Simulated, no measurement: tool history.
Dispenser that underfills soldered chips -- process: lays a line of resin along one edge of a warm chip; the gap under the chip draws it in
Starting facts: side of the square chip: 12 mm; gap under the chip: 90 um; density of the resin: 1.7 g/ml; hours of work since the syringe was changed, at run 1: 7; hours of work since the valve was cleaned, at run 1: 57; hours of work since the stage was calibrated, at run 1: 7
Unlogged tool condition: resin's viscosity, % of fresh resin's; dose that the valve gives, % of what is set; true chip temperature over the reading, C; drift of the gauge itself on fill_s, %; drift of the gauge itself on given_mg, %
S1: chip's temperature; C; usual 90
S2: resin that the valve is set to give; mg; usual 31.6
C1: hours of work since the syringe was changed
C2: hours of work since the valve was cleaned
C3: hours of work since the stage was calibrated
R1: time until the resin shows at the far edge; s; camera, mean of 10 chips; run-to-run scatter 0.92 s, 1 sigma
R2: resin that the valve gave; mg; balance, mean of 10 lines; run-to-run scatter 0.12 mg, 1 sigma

run,hour,S1,S2,C1,C2,C3,R1,R2
1,0.0,90,31.6,7,57,7,136.0,30.10
2,3.7,90,37.9,10,60,10,159.3,36.18
# hour 5.5: new syringe of resin
3,6.9,86,31.6,1,62,12,111.3,30.06
4,11.0,90,31.6,4,65,15,112.8,29.76
5,15.3,90,31.6,7,68,18,137.5,29.98
6,17.9,90,31.6,9,70,20,161.0,29.86
# hour 19.9: new syringe of resin
7,21.0,90,31.6,1,72,22,93.1,29.88
8,25.4,90,31.6,4,76,25,113.1,29.71
9,29.0,86,31.6,7,78,28,162.7,29.63
10,33.4,86,31.6,10,82,31,207.8,29.75
# hour 34.4: new syringe of resin
11,39.2,86,31.6,4,86,36,133.2,29.42
12,44.0,93,31.6,7,90,39,120.5,29.26
13,47.6,90,29.4,10,92,42,171.4,27.25
# hour 48.9: new syringe of resin
14,52.2,90,29.4,2,96,45,105.3,27.20
15,56.4,90,29.4,6,99,48,128.9,27.21
# hour 60.7: dispensing valve cleaned and set on the balance
16,62.6,90,29.4,10,1,52,161.0,29.25
# hour 64.4: new syringe of resin
17,67.1,90,29.4,2,5,55,100.9,29.15
18,70.2,90,29.4,4,7,58,114.6,29.23
19,72.8,90,29.4,6,9,60,134.0,29.32
20,75.5,90,29.4,8,11,62,148.1,29.36
# hour 78.8: new syringe of resin
21,79.4,90,29.4,0,14,64,87.7,29.12
22,83.5,76,27.5,4,17,68,213.7,26.79
23,86.5,86,27.8,6,19,70,152.0,27.31
24,90.7,86,27.8,9,22,73,185.4,27.37
# hour 93.3: new syringe of resin
25,95.5,86,27.8,2,26,76,117.5,27.29
26,99.1,94,33.0,4,28,79,95.3,32.30
27,101.4,89,29.1,6,30,81,135.5,28.36
28,106.7,89,29.1,10,34,85,173.4,28.19
# hour 107.7: new syringe of resin
29,110.3,89,29.1,2,36,87,104.9,28.34
30,113.0,92,31.2,4,38,89,100.8,30.15
31,118.4,92,31.2,8,43,93,135.5,30.31
# hour 122.1: new syringe of resin
32,122.2,92,31.2,0,45,96,76.3,29.87
33,126.5,88,33.2,3,48,99,112.8,31.88
34,131.6,78,38.6,7,52,103,230.2,37.20
# hour 136.4: new syringe of resin
35,136.4,98,34.8,0,56,107,58.9,33.18
36,140.5,98,40.4,3,59,110,73.6,38.30

Consider 3 possible next runs. They are alternatives, not a sequence: every one starts from the tool as it was left by run 36. What does each give?
A,145.3,95,29.2,7,62,113,?,?
B,145.3,83,36.4,7,62,113,?,?
C,145.3,81,36.2,7,62,113,?,?

run,R1,R2
A,111.2,27.75
B,183.3,34.57
C,202.9,34.13
Stripped of hidden state, with their random variation kept, the same runs would have yielded:
run,R1,R2
A,70.7,29.20
B,118.3,36.38
C,131.0,35.92
